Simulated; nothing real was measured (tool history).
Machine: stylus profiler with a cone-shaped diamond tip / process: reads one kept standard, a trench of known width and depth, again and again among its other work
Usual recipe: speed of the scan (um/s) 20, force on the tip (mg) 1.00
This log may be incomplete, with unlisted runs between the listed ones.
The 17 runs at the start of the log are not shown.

run     day  speed of the scan (um/s)  force on the tip (mg)  scans with this tip  hours of work since the height scale was calibrated  depth of the trench (Å)  width of the trench's floor (um)
 18  12.162                        20                   2.60                 6883                                                  651                   5064.8                             15.58
 19  12.929                        25                   0.52                 6993                                                  661                   5024.7                             15.54
 20  13.600                        25                   0.52                 7089                                                  670                   5022.9                             15.54
 21  14.312                        20                   1.66                 7191                                                  680                   5048.0                             15.58
 22  14.992                        36                   1.19                 7288                                                  689                   5041.7                             15.60
 23  15.525                        20                   1.86                 7364                                                  696                   5054.1                             15.63
 24  16.429                        12                   2.13                 7493                                                  708                   5053.8                             15.65
 25  17.296                         8                   2.40                 7617                                                  720                   5061.0                             15.66
 26  18.142                        22                   2.99                 7738                                                  732                   5073.0                             15.62
 27  19.112                        54                   1.83                 7877                                                  745                   5050.1                             15.59
 28  19.604                        73                   1.73                 7947                                                  751                   5049.3                             15.48
 29  20.454                        20                   1.80                 8069                                                  763                   5051.9                             15.58
 30  20.875                        20                   1.54                 8129                                                  768                   5046.0                             15.62
 31  21.433                        42                   1.93                 8209                                                  776                   5056.2                             15.54
 32  21.875                        21                   1.93                 8272                                                  782                   5056.2                             15.60
 33  22.633                         6                   2.97                 8380                                                  792                   5071.8                             15.64
 34  23.633                         8                   1.00                 8523                                                  806                   5037.9                             15.57

Branching from run 34: 4 alternative next runs. What would each branch give?
  A  24.500                        22                   1.84                 8647                                                  817                        ?                                 ?
  B  24.500                         5                   0.58                 8647                                                  817                        ?                                 ?
  C  24.500                        14                   0.73                 8647                                                  817                        ?                                 ?
  D  24.500                         8                   0.38                 8647                                                  817                        ?                                 ?

run  depth of the trench (Å)  width of the trench's floor (um)
  A                   5050.2                             15.57
  B                   5023.3                             15.59
  C                   5026.8                             15.57
  D                   5017.9                             15.66
Had the tool no hidden state, the same runs would have come out as:
run  depth of the trench (Å)  width of the trench's floor (um)
  A                   5050.0                             15.58
  B                   5023.1                             15.59
  C                   5026.6                             15.58
  D                   5017.7                             15.67
